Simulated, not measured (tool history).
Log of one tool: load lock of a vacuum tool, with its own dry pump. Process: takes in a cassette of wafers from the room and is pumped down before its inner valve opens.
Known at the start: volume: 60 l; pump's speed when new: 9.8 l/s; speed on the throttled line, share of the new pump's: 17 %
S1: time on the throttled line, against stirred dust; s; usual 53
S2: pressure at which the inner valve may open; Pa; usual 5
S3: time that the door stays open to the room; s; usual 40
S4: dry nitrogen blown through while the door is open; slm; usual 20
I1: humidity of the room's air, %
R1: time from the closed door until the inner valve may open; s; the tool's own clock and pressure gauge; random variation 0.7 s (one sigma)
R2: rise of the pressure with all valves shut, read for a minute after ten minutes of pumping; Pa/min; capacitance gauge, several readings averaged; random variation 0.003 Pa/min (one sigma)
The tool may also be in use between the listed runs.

run    hour  S1  S2  S3  S4    I1     R1     R2
  1     0.0  53   5  40  20  43.9  106.4  0.021
  2   136.1  53   5  40  20  43.3  105.5  0.024
  3   248.9  53   5  40  20  43.6  104.7  0.027
  4   390.2  53   5  40  20  45.4  105.7  0.026
  5   590.8  53   5  40  20  43.5  103.8  0.028
  6   723.0  53   5  61  34  44.9  105.8  0.028
  7   851.1  53   5  61  34  49.1  105.2  0.028
  8   984.3  53   5  61  34  42.7  104.2  0.027
  9  1193.3  53   5  61  34  45.9  106.6  0.024
 10  1413.8  53   5  61  34  43.4  105.5  0.027

Hidden state or all else? Some run-to-run changes of R2, split into what the settings, what came in and random variation would give without the hidden state, and what is left for the hidden state (with any gauge scatter that isn't in both results):
The hidden state here: pump's speed, % of a new pump's; leak at the door's seal, Pa l/s; drift of the gauge itself on ready_s, %; drift of the gauge itself on rise_pa_min, %.
Run 1 -> 2: no setting changed, nothing entered. R2 +0.003 Pa/min: hidden state +0.001, all else +0.002.
